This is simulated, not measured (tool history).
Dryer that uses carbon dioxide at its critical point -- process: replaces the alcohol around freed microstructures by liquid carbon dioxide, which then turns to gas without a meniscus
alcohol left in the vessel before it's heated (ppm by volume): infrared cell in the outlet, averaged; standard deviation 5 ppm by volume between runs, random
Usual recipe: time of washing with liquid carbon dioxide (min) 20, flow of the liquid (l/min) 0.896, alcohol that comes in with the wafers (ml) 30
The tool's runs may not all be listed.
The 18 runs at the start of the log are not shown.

run   hour  time of washing with liquid carbon dioxide (min)  flow of the liquid (l/min)  alcohol that comes in with the wafers (ml)  hours of work since the filter was changed  hours of work since the purifier's bed was changed  alcohol left in the vessel before it's heated (ppm by volume)
 19  394.6                                                20                       0.896                                          30                                         238                                                 256                                                             69
 20  423.8                                                20                       0.896                                          30                                         251                                                 269                                                             70
 21  447.0                                                20                       0.577                                          90                                         262                                                 280                                                            585
 22  477.6                                                20                       0.577                                          90                                         276                                                 294                                                            605
 23  499.7                                                20                       0.867                                          30                                         286                                                 304                                                             85
     502.8  -- inlet filter changed
 24  519.4                                                20                       0.867                                          30                                           8                                                 312                                                             73
 25  548.8                                                27                       1.118                                          30                                          21                                                 326                                                             69
 26  563.7                                                27                       1.437                                          30                                          28                                                 333                                                             73
 27  578.4                                                27                       1.437                                          30                                          34                                                 339                                                             64
 28  604.8                                                14                       0.612                                          73                                          46                                                 351                                                           1016
 29  622.2                                                14                       0.668                                          25                                          54                                                 359                                                            304
 30  635.6                                                13                       0.644                                         116                                          60                                                 365                                                           1693
 31  651.7                                                24                       0.896                                          51                                          68                                                 373                                                             83
 32  664.3                                                24                       0.896                                          51                                          74                                                 378                                                             73
 33  694.8                                                27                       0.859                                          32                                          87                                                 392                                                             78
 34  721.0                                                18                       0.550                                          22                                          99                                                 404                                                            267
 35  739.9                                                30                       0.865                                          92                                         108                                                 413                                                             88
 36  754.3                                                20                       0.857                                          37                                         115                                                 419                                                             96
 37  768.7                                                18                       0.637                                          63                                         121                                                 426                                                            364
 38  792.2                                                29                       1.433                                          63                                         132                                                 437                                                             92
 39  806.6                                                29                       1.433                                          63                                         138                                                 443                                                             98
 40  836.2                                                27                       0.758                                         100                                         152                                                 457                                                            104

Forecast each of these 5 alternatives for the next run:
  A  864.7                                                14                       1.372                                          79                                         165                                                 470                                                              ?
  B  864.7                                                20                       1.499                                          47                                         165                                                 470                                                              ?
  C  864.7                                                20                       0.896                                          42                                         165                                                 470                                                              ?
  D  864.7                                                20                       0.896                                          34                                         165                                                 470                                                              ?
  E  864.7                                                15                       0.588                                         101                                         165                                                 470                                                              ?

run  alcohol left in the vessel before it's heated (ppm by volume)
  A                                                             99
  B                                                            102
  C                                                            105
  D                                                            103
  E                                                           1521
The same runs, with their run-to-run variation unchanged, on a tool lacking any hidden condition would have given:
run  alcohol left in the vessel before it's heated (ppm by volume)
  A                                                              5
  B                                                             10
  C                                                             13
  D                                                              9
  E                                                           1064

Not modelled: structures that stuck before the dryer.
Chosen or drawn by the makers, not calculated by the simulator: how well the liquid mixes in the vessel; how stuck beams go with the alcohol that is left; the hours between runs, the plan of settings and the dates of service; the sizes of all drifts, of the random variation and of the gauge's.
